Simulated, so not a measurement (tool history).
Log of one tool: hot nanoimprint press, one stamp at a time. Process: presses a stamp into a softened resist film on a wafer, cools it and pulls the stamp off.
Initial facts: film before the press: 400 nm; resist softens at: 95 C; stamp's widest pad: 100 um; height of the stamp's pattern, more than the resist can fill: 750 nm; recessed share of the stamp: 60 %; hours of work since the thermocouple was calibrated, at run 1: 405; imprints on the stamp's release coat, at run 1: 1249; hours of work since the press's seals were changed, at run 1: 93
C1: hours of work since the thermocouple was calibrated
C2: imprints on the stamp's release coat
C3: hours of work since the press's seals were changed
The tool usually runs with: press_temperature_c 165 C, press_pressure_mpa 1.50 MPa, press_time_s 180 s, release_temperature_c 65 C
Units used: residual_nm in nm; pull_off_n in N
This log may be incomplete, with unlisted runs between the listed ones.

Run 1, day 0.000: usual settings; C1 405; C2 1249; C3 93. Result: residual_nm 176.7 nm, pull_off_n 158 N.
Run 2, day 0.742: usual settings but press_pressure_mpa 1.08 MPa; C1 415; C2 1325; C3 103. Result: residual_nm 203.4 nm, pull_off_n 156 N.
Run 3, day 1.183: usual settings but release_temperature_c 72 C; C1 421; C2 1371; C3 109. Result: residual_nm 177.7 nm, pull_off_n 139 N.
Run 4, day 1.933: usual settings but release_temperature_c 72 C; C1 431; C2 1447; C3 119. Result: residual_nm 178.3 nm, pull_off_n 136 N.
At day 2.700: stamp cleaned and given a new release coat.
Run 5, day 2.925: usual settings; C1 441; C2 23; C3 129. Result: residual_nm 176.9 nm, pull_off_n 160 N.
Run 6, day 3.546: usual settings; C1 450; C2 86; C3 138. Result: residual_nm 176.5 nm, pull_off_n 153 N.
Run 7, day 4.062: usual settings but press_temperature_c 166 C; C1 457; C2 139; C3 145. Result: residual_nm 166.4 nm, pull_off_n 155 N.
Run 8, day 4.592: usual settings but press_temperature_c 177 C; C1 464; C2 193; C3 152. Result: residual_nm 104.0 nm, pull_off_n 158 N.
Run 9, day 5.521: usual settings but press_temperature_c 177 C; C1 477; C2 288; C3 164. Result: residual_nm 102.8 nm, pull_off_n 160 N.
Run 10, day 6.288: usual settings but press_temperature_c 177 C; C1 487; C2 367; C3 175. Result: residual_nm 103.0 nm, pull_off_n 162 N.
Run 11, day 7.208: usual settings but press_temperature_c 177 C; C1 500; C2 461; C3 187. Result: residual_nm 103.2 nm, pull_off_n 158 N.
Run 12, day 7.967: usual settings but release_temperature_c 52 C; C1 510; C2 539; C3 198. Result: residual_nm 176.8 nm, pull_off_n 202 N.
Run 13, day 8.404: usual settings but release_temperature_c 52 C; C1 516; C2 583; C3 204. Result: residual_nm 175.9 nm, pull_off_n 195 N.
Run 14, day 8.850: usual settings but release_temperature_c 52 C; C1 522; C2 629; C3 210. Result: residual_nm 176.6 nm, pull_off_n 195 N.
Run 15, day 9.746: usual settings but press_time_s 221 s; C1 534; C2 720; C3 222. Result: residual_nm 161.2 nm, pull_off_n 158 N.
Run 16, day 10.292: usual settings but press_temperature_c 161 C, press_time_s 143 s; C1 541; C2 776; C3 229. Result: residual_nm 229.3 nm, pull_off_n 151 N.
Run 17, day 10.971: usual settings but press_temperature_c 161 C, press_time_s 143 s; C1 551; C2 846; C3 239. Result: residual_nm 224.7 nm, pull_off_n 161 N.
Run 18, day 11.683: usual settings but press_temperature_c 172 C, press_time_s 344 s; C1 560; C2 919; C3 248. Result: residual_nm 96.5 nm, pull_off_n 154 N.
At day 12.233: plate thermocouple calibrated.
Run 19, day 12.233: usual settings but press_temperature_c 172 C, press_time_s 344 s; C1 0; C2 962; C3 254. Result: residual_nm 97.1 nm, pull_off_n 155 N.
Run 20, day 13.154: usual settings but press_time_s 334 s; C1 13; C2 1056; C3 267. Result: residual_nm 138.7 nm, pull_off_n 154 N.
Run 21, day 13.583: usual settings but press_temperature_c 163 C, press_pressure_mpa 1.54 MPa, press_time_s 243 s, release_temperature_c 60 C; C1 18; C2 1100; C3 272. Result: residual_nm 171.2 nm, pull_off_n 178 N.
Run 22, day 14.200: usual settings but release_temperature_c 64 C; C1 27; C2 1163; C3 281. Result: residual_nm 177.0 nm, pull_off_n 162 N.
Run 23, day 14.700: usual settings but press_pressure_mpa 1.04 MPa; C1 34; C2 1214; C3 288. Result: residual_nm 206.9 nm, pull_off_n 165 N.
Run 24, day 15.712: usual settings but press_temperature_c 169 C, press_pressure_mpa 1.77 MPa, release_temperature_c 66 C; C1 47; C2 1318; C3 301. Result: residual_nm 136.5 nm, pull_off_n 163 N.
Run 25, day 16.167: usual settings but press_temperature_c 162 C, press_pressure_mpa 1.77 MPa; C1 54; C2 1364; C3 308. Result: residual_nm 186.7 nm, pull_off_n 160 N.
Run 26, day 16.608: usual settings but press_temperature_c 155 C, press_pressure_mpa 1.57 MPa, press_time_s 143 s, release_temperature_c 51 C; C1 59; C2 1409; C3 314. Result: residual_nm 282.1 nm, pull_off_n 201 N.
Run 27, day 17.233: usual settings but press_temperature_c 155 C, press_pressure_mpa 2.22 MPa, press_time_s 101 s, release_temperature_c 52 C; C1 68; C2 1473; C3 322. Result: residual_nm 278.0 nm, pull_off_n 195 N.
At day 17.754: stamp cleaned and given a new release coat.
Run 28, day 18.488: usual settings but press_temperature_c 172 C, press_pressure_mpa 1.61 MPa, press_time_s 175 s; C1 82; C2 75; C3 336. Result: residual_nm 125.6 nm, pull_off_n 156 N.
Run 29, day 19.050: usual settings but press_temperature_c 172 C, press_pressure_mpa 1.61 MPa, press_time_s 175 s; C1 89; C2 132; C3 343. Result: residual_nm 124.8 nm, pull_off_n 158 N.
Run 30, day 19.871: usual settings but press_temperature_c 169 C, press_pressure_mpa 1.36 MPa; C1 100; C2 216; C3 355. Result: residual_nm 153.2 nm, pull_off_n 157 N.

Below are 3 alternative next runs, each starting from the tool's condition after run 30. Predict each:
Run A, day 20.512: usual settings but press_temperature_c 169 C, press_pressure_mpa 1.10 MPa, press_time_s 191 s; C1 109; C2 282; C3 363. Result: residual_nm ?, pull_off_n ?.
Run B, day 20.512: usual settings but press_temperature_c 170 C, press_pressure_mpa 1.36 MPa, press_time_s 224 s; C1 109; C2 282; C3 363. Result: residual_nm ?, pull_off_n ?.
Run C, day 20.512: usual settings but release_temperature_c 56 C; C1 109; C2 282; C3 363. Result: residual_nm ?, pull_off_n ?.

run  residual_nm  pull_off_n
  A        167.6         153
  B        134.2         159
  C        175.2         184
Had the tool no hidden state, the same runs would have come out as:
run  residual_nm  pull_off_n
  A        167.5         153
  B        134.0         158
  C        175.1         183
